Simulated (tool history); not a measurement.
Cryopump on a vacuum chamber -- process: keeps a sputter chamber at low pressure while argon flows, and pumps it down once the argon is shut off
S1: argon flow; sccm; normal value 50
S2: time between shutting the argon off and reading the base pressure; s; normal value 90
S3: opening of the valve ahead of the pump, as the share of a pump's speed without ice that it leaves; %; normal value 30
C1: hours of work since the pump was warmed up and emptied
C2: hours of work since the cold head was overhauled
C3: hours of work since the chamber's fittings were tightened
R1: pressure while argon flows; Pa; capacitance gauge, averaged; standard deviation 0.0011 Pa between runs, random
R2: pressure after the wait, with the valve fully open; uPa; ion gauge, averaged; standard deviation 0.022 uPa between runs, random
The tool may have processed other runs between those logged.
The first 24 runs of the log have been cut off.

run    hour  S1   S2  S3   C1   C2    C3      R1    R2
 25  1082.3  37  194  55  634  634  3045  0.1051  0.98
 26  1118.8  37  194  55  654  654  3064  0.1056  1.05
 27  1154.9  50  125  17  673  673  3084  0.4291  1.12
 28  1200.3  30  177  27  698  698  3108  0.1663  1.06
 29  1250.0  30  177  49  724  724  3135  0.0972  1.06
 30  1307.9  37  102  51  756  756  3166  0.1161  1.14
 31  1336.4  37  102  29  771  771  3181  0.1937  1.18
 32  1361.6  50   90  49  784  784  3195  0.1634  1.28
 33  1390.7  55  140  18  800  800  3210  0.4513  1.19

4 options for the next run, each taken on its own from the tool as it stands now. Forecast them:
  A  1440.3  44  216  16  827  827  3237   ?   ?
  B  1440.3  24   52  29  827  827  3237   ?   ?
  C  1440.3  54   90  30  827  827  3237   ?   ?
  D  1440.3  55   22  25  827  827  3237   ?   ?

run      R1    R2
  A  0.4084  1.08
  B  0.1253  1.56
  C  0.2738  1.26
  D  0.3318  2.35
What these runs would have given with no unlogged condition in the tool:
run      R1    R2
  A  0.3907  0.41
  B  0.1158  0.87
  C  0.2524  0.59
  D  0.3099  1.66

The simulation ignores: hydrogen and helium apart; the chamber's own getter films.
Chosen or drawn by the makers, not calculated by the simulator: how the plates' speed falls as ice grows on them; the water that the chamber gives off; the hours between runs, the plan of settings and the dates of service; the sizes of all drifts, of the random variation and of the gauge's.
